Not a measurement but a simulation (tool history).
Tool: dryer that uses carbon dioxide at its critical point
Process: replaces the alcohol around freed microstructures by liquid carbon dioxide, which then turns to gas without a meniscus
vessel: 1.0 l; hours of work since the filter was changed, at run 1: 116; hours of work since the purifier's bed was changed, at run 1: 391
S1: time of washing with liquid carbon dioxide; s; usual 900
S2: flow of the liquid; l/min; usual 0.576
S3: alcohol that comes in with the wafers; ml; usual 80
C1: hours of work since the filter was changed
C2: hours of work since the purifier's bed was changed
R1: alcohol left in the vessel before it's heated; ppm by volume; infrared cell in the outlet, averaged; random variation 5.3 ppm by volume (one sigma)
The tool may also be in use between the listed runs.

run	hour	S1	S2	S3	C1	C2	R1
1	0.0	900	0.576	80	116	391	243
2	8.7	900	0.576	45	120	395	180
3	17.3	900	0.467	80	124	399	593
4	35.6	900	0.576	36	133	408	163
5	54.5	900	0.576	80	142	417	254
6	66.7	900	0.576	80	148	423	265
7	86.1	900	0.628	80	157	432	196
8	96.0	900	0.628	80	162	437	205
9	111.3	900	0.628	80	170	445	200
10	125.1	900	0.628	65	176	451	179
11	142.3	900	0.628	65	185	460	189
12	155.6	600	0.628	65	191	466	916
13	171.7	720	0.576	21	199	474	264

Forecast each of these 4 alternatives for the next run:
A	191.5	780	0.447	27	209	484	?
B	191.5	900	0.360	80	209	484	?
C	191.5	600	0.576	86	209	484	?
D	191.5	1020	0.576	80	209	484	?

run	R1
A	540
B	1822
C	1656
D	188
Without the tool's hidden state the same runs would have given:
run	R1
A	328
B	1283
C	1147
D	56
